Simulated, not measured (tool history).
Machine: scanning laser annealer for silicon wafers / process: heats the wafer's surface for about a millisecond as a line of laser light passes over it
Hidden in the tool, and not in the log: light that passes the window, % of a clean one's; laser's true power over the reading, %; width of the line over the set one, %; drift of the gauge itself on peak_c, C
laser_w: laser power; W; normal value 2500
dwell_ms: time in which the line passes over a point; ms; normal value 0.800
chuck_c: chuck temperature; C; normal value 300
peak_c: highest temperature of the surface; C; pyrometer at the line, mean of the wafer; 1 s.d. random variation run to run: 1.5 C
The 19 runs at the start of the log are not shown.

run,hour,laser_w,dwell_ms,chuck_c,hours of work since the window was cleaned,hours of work since the power meter was calibrated,hours of work since the optics were aligned,peak_c
20,792.5,2500,0.764,300,117,919,1134,1102
21,852.5,2500,0.764,300,155,958,1172,1103
22,896.8,2385,0.804,298,183,986,1200,1075
23,953.9,2665,0.806,338,220,1022,1237,1226
24,994.4,2665,0.806,338,246,1048,1263,1226
25,1029.7,2665,0.806,283,268,1071,1285,1172
26,1087.7,2665,0.673,306,305,1108,1322,1122
27,1126.2,2665,0.673,306,330,1132,1347,1120
28,1188.6,2500,0.800,321,370,1172,1387,1141
29,1235.5,2500,0.800,321,400,1202,1417,1141
30,1289.8,2384,0.854,321,435,1237,1451,1120
31,1338.0,2525,0.637,321,465,1268,1482,1064
32,1381.9,2592,0.824,327,493,1296,1510,1193
33,1431.2,2240,0.584,295,525,1327,1542,918
# hour 1446.5: optics aligned, line set to its width
34,1489.1,2692,0.800,301,559,1361,27,1200
35,1519.5,2619,0.841,297,578,1381,47,1184
36,1568.4,2619,0.570,276,609,1412,78,1016
37,1602.4,2619,0.570,276,631,1434,100,1018
38,1633.5,2619,0.570,276,651,1453,119,1018
39,1672.3,2161,0.641,263,676,1478,144,884
40,1719.0,2552,0.884,297,706,1508,174,1179
41,1777.1,2538,0.800,303,743,1545,211,1140
42,1824.2,2519,0.611,300,773,1575,241,1028

Here are 3 independent what-if runs from the current tool condition. What would each one return?
# hour 1871.4: window over the wafer cleaned
A,1881.4,2292,0.800,333,6,1610,277,?
# hour 1871.4: window over the wafer cleaned
B,1881.4,2500,0.679,281,6,1610,277,?
# hour 1871.4: window over the wafer cleaned
C,1881.4,2519,0.611,274,6,1610,277,?

run,peak_c
A,1075
B,1041
C,1005
Without the tool's hidden state the same runs would have given:
run,peak_c
A,1076
B,1041
C,1005
